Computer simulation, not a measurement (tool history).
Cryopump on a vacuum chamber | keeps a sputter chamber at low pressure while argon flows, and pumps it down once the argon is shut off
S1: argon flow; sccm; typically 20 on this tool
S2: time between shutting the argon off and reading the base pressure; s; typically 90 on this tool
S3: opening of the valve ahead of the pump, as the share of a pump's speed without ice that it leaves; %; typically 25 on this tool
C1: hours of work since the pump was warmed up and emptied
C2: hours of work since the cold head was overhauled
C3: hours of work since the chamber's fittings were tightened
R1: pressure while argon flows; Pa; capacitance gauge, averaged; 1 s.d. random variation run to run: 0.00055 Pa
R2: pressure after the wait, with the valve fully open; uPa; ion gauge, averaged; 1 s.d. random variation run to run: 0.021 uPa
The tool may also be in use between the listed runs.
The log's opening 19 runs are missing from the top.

run	day	S1	S2	S3	C1	C2	C3	R1	R2
20	29.45	38	23	25	356	1359	995	0.113	2.69
21	30.792	19	90	20	378	1381	1016	0.071	2.19
22	32.379	14	90	53	403	1406	1041	0.0209	2.23
# day 32.779: leaking fittings of the chamber tightened, without venting
23	33.904	14	90	53	426	1429	18	0.0216	0.39
24	35.912	14	90	53	458	1461	50	0.0208	0.53
25	37.062	14	90	35	476	1479	68	0.0305	0.49
26	38.458	12	134	25	498	1501	90	0.0369	0.47
27	39.342	13	134	46	512	1515	104	0.0229	0.52
28	41.042	31	90	41	539	1542	131	0.0597	0.64
29	42.333	21	207	25	560	1563	152	0.0636	0.54
30	43.375	21	207	25	576	1579	168	0.0637	0.57
31	45.35	19	101	39	608	1610	200	0.0384	0.75
32	47.35	19	101	39	639	1642	231	0.0386	0.84
33	48.25	19	101	39	654	1657	246	0.0395	0.88
34	50.325	19	101	39	687	1689	279	0.0388	0.92

Consider 3 possible next runs. They are alternatives, not a sequence: every one starts from the tool as it was left by run 34. What does each give?
A	52.162	36	101	40	716	1719	308	?	?
B	52.162	26	34	39	716	1719	308	?	?
C	52.162	24	36	25	716	1719	308	?	?

run	R1	R2
A	0.0723	0.98
B	0.0524	1.38
C	0.0742	1.34
With no hidden state in the tool, these same runs would have given:
run	R1	R2
A	0.0641	0.31
B	0.0464	0.69
C	0.0687	0.68
